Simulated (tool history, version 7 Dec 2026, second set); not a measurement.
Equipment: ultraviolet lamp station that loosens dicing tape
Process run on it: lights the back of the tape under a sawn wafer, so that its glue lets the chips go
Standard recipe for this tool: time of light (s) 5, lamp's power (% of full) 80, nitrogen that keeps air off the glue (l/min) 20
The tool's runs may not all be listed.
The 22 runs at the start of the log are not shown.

run,hour,time of light (s),lamp's power (% of full),nitrogen that keeps air off the glue (l/min),hours of work of the lamp,hours of work since the window was cleaned,force that peels the tape off (N),light that reached the tape (mJ/cm2)
23,293.1,5,80,10,113,15,0.883,233
24,302,5,80,12,119,21,0.763,234
25,319.2,2,80,20,131,34,2.425,91
# hour 325.6: window cleaned of glue's vapour, once more
26,329.2,3,66,8,138,3,2.697,115
27,348.2,9,80,16,152,16,0.269,420
28,357.2,9,80,16,159,23,0.274,422
29,370.6,9,85,14,169,33,0.27,444
30,387.7,6,64,16,181,45,0.683,223
31,402.6,6,64,16,192,56,0.719,219
32,418.6,6,91,22,203,68,0.335,309
33,433.5,8,82,22,214,79,0.271,361
34,444.9,5,74,20,223,87,0.677,203
35,456,5,63,20,231,95,0.958,174
36,469.6,5,63,20,241,105,0.908,171
37,479,3,80,7,247,112,2.666,129
38,494.5,5,80,12,259,123,0.921,217
39,506.3,5,80,12,267,131,0.913,212
40,524.7,4,85,16,281,145,1.015,177
41,537.6,5,71,7,290,154,1.665,185
42,545.6,5,80,10,296,160,1.134,208
43,556.5,3,97,16,304,168,1.441,148

What if the next run were any one of these 4? Each begins from the tool's condition after run 43:
A,565.4,5,80,39,310,175,?,?
B,565.4,3,90,8,310,175,?,?
C,565.4,3,65,20,310,175,?,?
D,565.4,3,80,20,310,175,?,?

run,force that peels the tape off (N),light that reached the tape (mJ/cm2)
A,0.436,202
B,2.26,138
C,2.235,99
D,1.651,120
Without the tool's hidden state the same runs would have given:
run,force that peels the tape off (N),light that reached the tape (mJ/cm2)
A,0.294,265
B,1.563,181
C,1.527,131
D,1.058,158
